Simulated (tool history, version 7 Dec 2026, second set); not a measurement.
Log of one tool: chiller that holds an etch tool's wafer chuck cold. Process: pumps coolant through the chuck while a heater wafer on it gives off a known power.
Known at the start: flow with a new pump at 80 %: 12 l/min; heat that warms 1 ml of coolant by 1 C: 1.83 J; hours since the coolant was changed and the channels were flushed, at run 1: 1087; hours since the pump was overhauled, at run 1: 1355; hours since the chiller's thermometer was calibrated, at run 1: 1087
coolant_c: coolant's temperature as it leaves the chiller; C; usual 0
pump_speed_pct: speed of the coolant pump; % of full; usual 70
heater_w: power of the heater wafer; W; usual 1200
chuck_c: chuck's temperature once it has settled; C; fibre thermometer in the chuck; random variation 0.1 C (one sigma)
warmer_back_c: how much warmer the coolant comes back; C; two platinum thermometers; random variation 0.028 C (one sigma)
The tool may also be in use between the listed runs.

| run | hour | coolant_c | pump_speed_pct | heater_w | hours since the coolant was changed and the channels were flushed | hours since the pump was overhauled | hours since the chiller's thermometer was calibrated | chuck_c | warmer_back_c |
|---|---|---|---|---|---|---|---|---|---|
| 1 | 0.0 | 0 | 70 | 1200 | 1087 | 1355 | 1087 | 9.1 | 3.73 |
| 2 | 86.3 | -10 | 70 | 1200 | 1174 | 1441 | 1174 | -0.8 | 3.82 |
| 3 | 288.6 | -10 | 70 | 1200 | 1376 | 1643 | 1376 | -0.8 | 3.77 |
| 4 | 492.0 | 0 | 70 | 1200 | 1579 | 1847 | 1579 | 9.1 | 3.79 |
| 5 | 649.7 | 0 | 70 | 1200 | 1737 | 2005 | 1737 | 9.1 | 3.80 |
| 6 | 739.7 | 0 | 76 | 1200 | 1827 | 2095 | 1827 | 8.6 | 3.53 |
| 7 | 920.1 | 0 | 76 | 1200 | 2007 | 2275 | 2007 | 8.6 | 3.54 |
| 8 | 1064.8 | 0 | 79 | 1200 | 2152 | 2420 | 2152 | 8.4 | 3.41 |
| 9 | 1273.7 | 0 | 79 | 1200 | 2361 | 2629 | 2361 | 8.3 | 3.41 |
| 10 | 1377.5 | 0 | 79 | 1200 | 2465 | 2732 | 2465 | 8.2 | 3.42 |
| 11 | 1550.0 | 0 | 79 | 1200 | 2637 | 2905 | 2637 | 8.4 | 3.47 |
| 12 | 1681.5 | 0 | 70 | 1200 | 2769 | 3036 | 2769 | 9.1 | 3.91 |
| 13 | 1843.0 | 0 | 67 | 1200 | 2930 | 3198 | 2930 | 9.6 | 4.03 |
| 14 | 1969.4 | -4 | 63 | 1200 | 3057 | 3324 | 3057 | 6.0 | 4.27 |
| 15 | 2099.8 | 0 | 99 | 1642 | 3187 | 3455 | 3187 | 9.4 | 3.83 |
| 16 | 2187.0 | -8 | 79 | 1200 | 3274 | 3542 | 3274 | 0.4 | 3.50 |
| 17 | 2396.8 | 0 | 83 | 765 | 3484 | 3752 | 3484 | 5.1 | 2.19 |
| 18 | 2490.3 | 5 | 89 | 1678 | 3578 | 3845 | 3578 | 15.7 | 4.41 |
| 19 | 2602.4 | 1 | 70 | 1200 | 3690 | 3957 | 3690 | 10.1 | 3.96 |
| 20 | 2737.0 | 1 | 70 | 1200 | 3824 | 4092 | 3824 | 10.1 | 3.94 |
| 21 | 2869.5 | 9 | 64 | 1430 | 3957 | 4224 | 3957 | 20.8 | 5.06 |
| 22 | 3046.9 | 7 | 92 | 1200 | 4134 | 4402 | 4134 | 14.3 | 3.10 |
|  | 3079.3 | gauge calibrated |
|  | 3196.1 | coolant pump overhauled |
| 23 | 3253.4 | 7 | 92 | 1200 | 4336 | 57 | 4336 | 14.3 | 2.89 |
| 24 | 3442.4 | 7 | 92 | 1200 | 4525 | 246 | 4525 | 14.4 | 2.94 |
|  | 3557.3 | chiller's thermometer calibrated |
| 25 | 3611.1 | 7 | 92 | 1200 | 4692 | 414 | 54 | 14.5 | 2.91 |

Forecast each of these 4 alternatives for the next run:
|  | 3653.5 | coolant changed, channels flushed |
| A | 3706.4 | 9 | 64 | 1026 | 53 | 503 | 143 | ? | ? |
|  | 3653.5 | coolant changed, channels flushed |
| B | 3706.4 | -2 | 74 | 820 | 53 | 503 | 143 | ? | ? |
|  | 3653.5 | coolant changed, channels flushed |
| C | 3706.4 | 9 | 92 | 718 | 53 | 503 | 143 | ? | ? |
|  | 3653.5 | coolant changed, channels flushed |
| D | 3706.4 | 10 | 98 | 1191 | 53 | 503 | 143 | ? | ? |

| run | chuck_c | warmer_back_c |
|---|---|---|
| A | 17.5 | 3.57 |
| B | 3.8 | 2.46 |
| C | 13.4 | 1.75 |
| D | 17.0 | 2.74 |
Without the tool's hidden state the same runs would have given:
| run | chuck_c | warmer_back_c |
|---|---|---|
| A | 17.5 | 3.53 |
| B | 3.8 | 2.41 |
| C | 13.4 | 1.71 |
| D | 17.0 | 2.69 |
